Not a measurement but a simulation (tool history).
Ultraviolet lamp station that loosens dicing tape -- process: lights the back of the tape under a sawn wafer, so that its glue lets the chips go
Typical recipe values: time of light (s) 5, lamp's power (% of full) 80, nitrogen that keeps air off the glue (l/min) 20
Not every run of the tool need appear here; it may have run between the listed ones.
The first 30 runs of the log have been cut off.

run    hour  time of light (s)  lamp's power (% of full)  nitrogen that keeps air off the glue (l/min)  force that peels the tape off (N)  light that reached the tape (J/m2)
 31  1645.6                  4                        78                                            15                              2.256                                2500
 32  1694.2                  3                        62                                             6                              5.628                                1480
 33  1746.6                  2                        80                                            20                              4.845                                1280
 34  1822.3                  2                        80                                             8                              5.764                                1210
 35  1892.4                  9                        72                                             6                               1.08                                4930
     1934.4  -- window cleaned of glue's vapour
 36    1971                  9                        72                                             6                               0.92                                5350
 37  2018.6                  5                        92                                             6                              1.871                                3760
 38  2055.6                  6                        80                                            22                                0.8                                3830
     2091.6  -- lamp changed
 39  2133.1                  6                        80                                            22                              0.352                                5220

Below are 4 alternative next runs, each starting from the tool's condition after run 39. Predict each:
  A  2170.8                  6                        82                                            22                                  ?                                   ?
  B  2170.8                  7                        79                                             7                                  ?                                   ?
  C  2170.8                  4                        80                                            14                                  ?                                   ?
  D  2170.8                  6                        80                                            29                                  ?                                   ?

run  force that peels the tape off (N)  light that reached the tape (J/m2)
  A                              0.343                                5310
  B                              0.611                                5970
  C                               1.35                                3480
  D                              0.296                                5210
Stripped of hidden state, with their random variation kept, the same runs would have yielded:
run  force that peels the tape off (N)  light that reached the tape (J/m2)
  A                              0.295                                5620
  B                              0.526                                6320
  C                                1.2                                3680
  D                              0.254                                5510
